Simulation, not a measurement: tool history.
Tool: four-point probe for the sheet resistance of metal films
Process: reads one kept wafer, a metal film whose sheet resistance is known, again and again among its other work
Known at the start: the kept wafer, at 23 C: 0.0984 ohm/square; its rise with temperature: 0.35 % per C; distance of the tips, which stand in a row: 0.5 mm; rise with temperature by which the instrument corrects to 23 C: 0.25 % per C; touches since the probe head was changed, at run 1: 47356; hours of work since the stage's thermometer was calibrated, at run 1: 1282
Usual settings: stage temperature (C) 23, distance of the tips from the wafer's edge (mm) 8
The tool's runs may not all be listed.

run   hour  stage temperature (C)  distance of the tips from the wafer's edge (mm)  touches since the probe head was changed  hours of work since the stage's thermometer was calibrated  sheet resistance as the instrument gives it (ohm/square)
  1    0.0                     23                                                8                                     47356                                                        1282                                                  0.098155
  2   23.9                     23                                                8                                     48469                                                        1298                                                  0.098141
  3   38.9                     23                                                8                                     49169                                                        1308                                                  0.098121
  4   57.8                     23                                                8                                     50048                                                        1320                                                  0.098102
  5   80.2                     23                                               57                                     51093                                                        1335                                                  0.097903
  6  106.9                     23                                               57                                     52336                                                        1353                                                  0.097890
  7  124.4                     23                                               57                                     53154                                                        1364                                                  0.097881
  8  143.9                     23                                               57                                     54064                                                        1377                                                  0.097901
  9  177.9                     23                                                8                                     55648                                                        1400                                                  0.098073
     180.8  -- stage's thermometer calibrated
 10  200.5                     23                                                8                                     56676                                                          13                                                  0.097936
 11  234.3                     23                                                8                                     58251                                                          36                                                  0.097923
 12  266.2                     21                                                8                                     59739                                                          57                                                  0.097690
 13  280.5                     21                                               10                                     60405                                                          66                                                  0.097604
 14  309.5                     33                                                9                                     61757                                                          86                                                  0.098863
 15  331.1                     28                                                7                                     62766                                                         100                                                  0.098485
 16  360.5                     26                                                8                                     64135                                                         119                                                  0.098191
     363.8  -- stage's thermometer calibrated, once more
 17  393.1                     24                                                5                                     65633                                                          19                                                  0.098613
 18  415.0                     32                                                5                                     66651                                                          34                                                  0.099443
 19  439.3                     27                                                6                                     67786                                                          50                                                  0.098760
 20  467.5                     33                                                8                                     69098                                                          69                                                  0.099181
 21  483.8                     33                                                7                                     69861                                                          80                                                  0.099296
 22  512.0                     33                                                7                                     71172                                                          98                                                  0.099266
 23  544.4                     31                                               19                                     72683                                                         120                                                  0.098785
 24  564.9                     33                                               12                                     73640                                                         134                                                  0.099062

3 ways to go on from here, each from the tool as it stands after run 24. What would each give?
  A  592.2                     27                                               22                                     74914                                                         152                                                         ?
  B  592.2                     23                                               31                                     74914                                                         152                                                         ?
  C  592.2                     25                                                8                                     74914                                                         152                                                         ?

run  sheet resistance as the instrument gives it (ohm/square)
  A                                                  0.098399
  B                                                  0.098007
  C                                                  0.098381
Without the tool's hidden state the same runs would have given:
run  sheet resistance as the instrument gives it (ohm/square)
  A                                                  0.098851
  B                                                  0.098458
  C                                                  0.098833

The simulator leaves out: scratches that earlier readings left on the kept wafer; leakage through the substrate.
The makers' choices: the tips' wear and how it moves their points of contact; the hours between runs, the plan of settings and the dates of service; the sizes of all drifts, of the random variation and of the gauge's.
